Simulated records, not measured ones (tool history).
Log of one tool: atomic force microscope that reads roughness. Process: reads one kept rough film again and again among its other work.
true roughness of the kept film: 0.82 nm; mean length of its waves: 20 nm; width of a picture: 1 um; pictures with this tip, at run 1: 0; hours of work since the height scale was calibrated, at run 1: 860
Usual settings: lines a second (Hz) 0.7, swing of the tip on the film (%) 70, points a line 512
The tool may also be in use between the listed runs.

| run | day | lines a second (Hz) | swing of the tip on the film (%) | points a line | pictures with this tip | hours of work since the height scale was calibrated | roughness of the kept film (nm (root mean square)) |
|---|---|---|---|---|---|---|---|
| 1 | 0 | 0.7 | 70 | 512 | 0 | 860 | 0.764 |
| 2 | 0.879 | 0.7 | 70 | 512 | 49 | 874 | 0.74 |
| 3 | 2.004 | 0.7 | 57 | 512 | 112 | 892 | 0.728 |
| 4 | 3.338 | 0.7 | 57 | 512 | 186 | 913 | 0.697 |
|  | 3.967 | new tip fitted |
| 5 | 4.904 | 0.7 | 57 | 512 | 52 | 938 | 0.735 |
| 6 | 5.771 | 0.606 | 57 | 512 | 100 | 952 | 0.727 |
| 7 | 7.042 | 0.606 | 57 | 512 | 171 | 972 | 0.698 |
|  | 8.004 | new tip fitted |
| 8 | 8.758 | 1.062 | 70 | 512 | 42 | 1000 | 0.748 |
| 9 | 9.962 | 1.062 | 70 | 512 | 109 | 1019 | 0.723 |
| 10 | 11.65 | 0.7 | 70 | 263 | 203 | 1046 | 0.675 |
|  | 12.017 | new tip fitted |
| 11 | 12.579 | 0.7 | 70 | 512 | 31 | 1061 | 0.757 |
| 12 | 14.538 | 0.7 | 57 | 512 | 140 | 1092 | 0.71 |
|  | 15.933 | new tip fitted |
| 13 | 16.633 | 0.7 | 61 | 512 | 39 | 1125 | 0.759 |
| 14 | 18.775 | 0.7 | 70 | 512 | 158 | 1159 | 0.705 |
|  | 20.021 | new tip fitted |
| 15 | 20.162 | 0.7 | 70 | 512 | 8 | 1181 | 0.768 |
| 16 | 21.779 | 0.7 | 70 | 512 | 98 | 1207 | 0.733 |
| 17 | 22.967 | 0.7 | 70 | 512 | 164 | 1226 | 0.698 |
|  | 23.962 | new tip fitted |
| 18 | 24.704 | 0.7 | 70 | 512 | 41 | 1254 | 0.746 |
| 19 | 26.371 | 0.7 | 70 | 512 | 134 | 1280 | 0.717 |
|  | 27.962 | new tip fitted |
| 20 | 28.058 | 0.7 | 70 | 512 | 6 | 1307 | 0.768 |
|  | 28.479 | height scale calibrated on a step standard |
| 21 | 29.104 | 0.7 | 70 | 512 | 62 | 10 | 0.75 |
| 22 | 31.162 | 0.7 | 70 | 432 | 176 | 43 | 0.689 |
|  | 32.038 | new tip fitted |
| 23 | 33.333 | 0.7 | 70 | 432 | 72 | 77 | 0.729 |
| 24 | 34.204 | 0.7 | 70 | 512 | 120 | 91 | 0.714 |
| 25 | 35.662 | 0.7 | 70 | 512 | 202 | 115 | 0.667 |
|  | 35.988 | new tip fitted |
| 26 | 36.742 | 0.702 | 56 | 494 | 42 | 132 | 0.755 |
| 27 | 37.717 | 0.702 | 56 | 494 | 96 | 147 | 0.727 |
| 28 | 39.6 | 0.954 | 64 | 655 | 201 | 178 | 0.678 |
|  | 39.892 | new tip fitted |
| 29 | 40.875 | 0.954 | 64 | 655 | 55 | 198 | 0.744 |
| 30 | 42.179 | 2.227 | 80 | 477 | 127 | 219 | 0.663 |
|  | 43.867 | new tip fitted |
| 31 | 44.25 | 3.431 | 57 | 512 | 21 | 251 | 0.739 |
| 32 | 46.262 | 3.431 | 58 | 512 | 134 | 284 | 0.689 |
| 33 | 47.7 | 3.431 | 58 | 512 | 213 | 307 | 0.656 |
|  | 47.9 | new tip fitted |
| 34 | 49.192 | 3.431 | 58 | 512 | 71 | 330 | 0.712 |
| 35 | 51.038 | 0.7 | 85 | 512 | 174 | 360 | 0.668 |
|  | 51.85 | new tip fitted |
| 36 | 52.258 | 0.751 | 65 | 362 | 23 | 379 | 0.762 |
| 37 | 53.242 | 0.612 | 66 | 433 | 78 | 395 | 0.734 |
| 38 | 54.154 | 0.7 | 68 | 512 | 129 | 409 | 0.71 |
| 39 | 55.088 | 0.7 | 68 | 512 | 181 | 424 | 0.682 |
|  | 55.804 | new tip fitted |
| 40 | 57.133 | 0.7 | 56 | 440 | 75 | 457 | 0.736 |
| 41 | 59.188 | 0.7 | 78 | 849 | 189 | 490 | 0.684 |
|  | 59.712 | new tip fitted |
| 42 | 60.225 | 0.897 | 82 | 849 | 28 | 506 | 0.735 |
| 43 | 61.438 | 1.929 | 78 | 630 | 96 | 525 | 0.685 |
| 44 | 63.433 | 3.896 | 63 | 464 | 207 | 557 | 0.652 |
|  | 63.612 | new tip fitted |
| 45 | 65.279 | 3.896 | 63 | 464 | 93 | 587 | 0.69 |
| 46 | 67.212 | 2.315 | 70 | 512 | 200 | 618 | 0.658 |
|  | 67.508 | new tip fitted |
| 47 | 68.417 | 1.385 | 60 | 324 | 50 | 637 | 0.729 |
| 48 | 70.1 | 0.774 | 56 | 717 | 144 | 664 | 0.711 |
| 49 | 71.008 | 0.7 | 56 | 392 | 195 | 678 | 0.686 |
|  | 71.562 | new tip fitted |
| 50 | 72.871 | 1.35 | 70 | 466 | 73 | 708 | 0.715 |

Some steps in roughness of the kept film (nm (root mean square)) between neighbouring runs. How much of each would the tool show without its hidden state too (settings, what came in, random variation), and how much is left for the hidden state, with any gauge scatter that isn't in both results?
The hidden state here: radius of the tip, nm; height scale over the true one, %; drift of the gauge itself on roughness_nm, %.
Run 10 -> 11: points a line 263 -> 512, new tip fitted. roughness of the kept film (nm (root mean square)) +0.082: hidden state +0.068, all else +0.014.
Run 25 -> 26: lines a second (Hz) 0.7 -> 0.702, swing of the tip on the film (%) 70 -> 56, points a line 512 -> 494, new tip fitted. roughness of the kept film (nm (root mean square)) +0.088: hidden state +0.071, all else +0.017.
Run 35 -> 36: lines a second (Hz) 0.7 -> 0.751, swing of the tip on the film (%) 85 -> 65, points a line 512 -> 362, new tip fitted. roughness of the kept film (nm (root mean square)) +0.094: hidden state +0.067, all else +0.027.
Run 41 -> 42: lines a second (Hz) 0.7 -> 0.897, swing of the tip on the film (%) 78 -> 82, new tip fitted. roughness of the kept film (nm (root mean square)) +0.051: hidden state +0.069, all else -0.018.
